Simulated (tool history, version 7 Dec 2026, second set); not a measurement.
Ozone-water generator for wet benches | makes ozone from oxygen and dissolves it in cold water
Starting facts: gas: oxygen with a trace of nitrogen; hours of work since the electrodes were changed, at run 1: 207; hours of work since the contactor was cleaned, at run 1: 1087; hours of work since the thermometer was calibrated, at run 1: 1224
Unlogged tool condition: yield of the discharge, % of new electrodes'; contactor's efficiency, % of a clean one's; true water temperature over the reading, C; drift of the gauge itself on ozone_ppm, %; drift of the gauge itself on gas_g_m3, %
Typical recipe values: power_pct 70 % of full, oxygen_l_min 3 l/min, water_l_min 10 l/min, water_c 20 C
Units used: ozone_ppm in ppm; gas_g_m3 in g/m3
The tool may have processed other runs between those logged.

run   hour  power_pct  oxygen_l_min  water_l_min  water_c  hours of work since the electrodes were changed  hours of work since the contactor was cleaned  hours of work since the thermometer was calibrated  ozone_ppm  gas_g_m3
  1      0         70             3           10       20                                              207                                           1087                                                1224       33.3     259.3
  2   39.7         70             3           10       20                                              243                                           1123                                                1260       32.8     258.3
  3   71.4         70             3           10       13                                              272                                           1151                                                1289       36.5     260.4
  4  120.4         76             3           10       20                                              316                                           1196                                                1333       35.7     280.7
  5  156.1         76             3           10       20                                              349                                           1228                                                1365       35.4       279
  6  190.1         76             3           10       20                                              379                                           1259                                                1396       35.5     279.5
  7  233.7         76             3           10       20                                              419                                           1299                                                1436       35.4     274.4
  8  266.9         76             3           10       20                                              449                                           1329                                                1466       35.2     279.5
     271.4  -- water thermometer calibrated
  9  309.3         76             3           10       20                                              487                                           1367                                                  34         35     274.8
 10  348.8         70             3           12       20                                              523                                           1403                                                  70       28.6     257.6
       365  -- water thermometer calibrated, once more
 11  390.4         70             3           10       18                                              561                                           1440                                                  23       33.7     257.9
 12  419.6         70             3            9       21                                              587                                           1467                                                  50       34.6     256.5
 13  464.2         70          2.24           12       20                                              628                                           1508                                                  90       27.4     291.6
 14  486.1         70           1.9            7       20                                              648                                           1527                                                 110       40.6     312.5
 15  537.4         58          2.71            6       26                                              694                                           1574                                                 157       33.4     223.4
 16  570.7         42           1.7           10       20                                              724                                           1604                                                 187         19       206
 17  611.1         80          4.11           10       20                                              761                                           1641                                                 224         37     251.6
 18  653.3         80          4.11           10       20                                              800                                           1679                                                 262       36.9     250.2
 19  684.9         46             3           12       19                                              828                                           1708                                                 291       19.8     172.3
 20  709.6         46             3           12       19                                              851                                           1731                                                 313       19.5       174
 21  743.2         46             3           12       19                                              881                                           1761                                                 344       19.6     173.5

Results for each run, recomputed without the tool's hidden state and with each run's random variation untouched:
run  ozone_ppm  gas_g_m3
  1       33.4     257.7
  2       32.9     256.9
  3       36.6     259.3
  4       35.9     279.8
  5       35.6     278.3
  6       35.8     279.1
  7       35.7     274.3
  8       35.6     279.7
  9       35.4     275.3
 10       29.1     258.3
 11       34.2     258.9
 12       35.1     257.7
 13       27.9     293.2
 14       41.1     314.4
 15       33.8     224.7
 16       19.3     206.9
 17       37.8     254.2
 18       37.8     253.1
 19       20.2     173.5
 20       19.9     175.3
 21         20     174.9
